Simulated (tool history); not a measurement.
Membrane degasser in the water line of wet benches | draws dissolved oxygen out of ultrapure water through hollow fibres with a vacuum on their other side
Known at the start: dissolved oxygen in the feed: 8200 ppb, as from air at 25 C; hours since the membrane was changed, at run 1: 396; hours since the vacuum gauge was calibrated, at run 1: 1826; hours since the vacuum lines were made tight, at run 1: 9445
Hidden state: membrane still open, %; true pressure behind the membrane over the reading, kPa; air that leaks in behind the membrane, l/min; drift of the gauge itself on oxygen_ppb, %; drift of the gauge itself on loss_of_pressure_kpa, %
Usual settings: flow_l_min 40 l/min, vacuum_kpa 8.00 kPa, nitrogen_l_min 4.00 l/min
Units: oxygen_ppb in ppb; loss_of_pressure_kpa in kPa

run,hour,flow_l_min,vacuum_kpa,nitrogen_l_min,hours since the membrane was changed,hours since the vacuum gauge was calibrated,hours since the vacuum lines were made tight,oxygen_ppb,loss_of_pressure_kpa
1,0.0,40,8.00,4.00,396,1826,9445,197.8,26.97
2,134.6,40,8.00,4.00,531,1961,9580,197.4,27.04
3,260.2,40,8.00,4.00,657,2086,9705,197.2,26.78
4,476.0,40,8.00,1.74,872,2302,9921,322.5,26.98
5,678.1,40,8.00,4.00,1075,2504,10123,200.7,27.13
6,814.6,35,10.84,3.85,1211,2641,10260,233.5,23.41
# hour 830.1: vacuum gauge calibrated
7,954.6,47,6.98,4.00,1351,125,10399,222.1,31.77
8,1077.2,40,18.14,4.00,1473,247,10522,425.0,27.12
9,1288.8,40,18.14,4.00,1685,459,10733,421.8,27.21
10,1411.5,40,18.14,4.00,1807,581,10856,424.4,27.02

Forecast each of these 4 alternatives for the next run:
A,1611.1,40,18.14,10.82,2007,781,11056,?,?
B,1611.1,24,17.77,1.88,2007,781,11056,?,?
C,1611.1,40,8.00,3.20,2007,781,11056,?,?
D,1611.1,31,18.14,4.00,2007,781,11056,?,?

run,oxygen_ppb,loss_of_pressure_kpa
A,223.7,27.20
B,445.9,16.26
C,230.5,26.89
D,322.6,20.94
Without the tool's hidden state the same runs would have given:
run,oxygen_ppb,loss_of_pressure_kpa
A,215.8,26.87
B,433.0,16.07
C,220.3,26.56
D,312.8,20.68

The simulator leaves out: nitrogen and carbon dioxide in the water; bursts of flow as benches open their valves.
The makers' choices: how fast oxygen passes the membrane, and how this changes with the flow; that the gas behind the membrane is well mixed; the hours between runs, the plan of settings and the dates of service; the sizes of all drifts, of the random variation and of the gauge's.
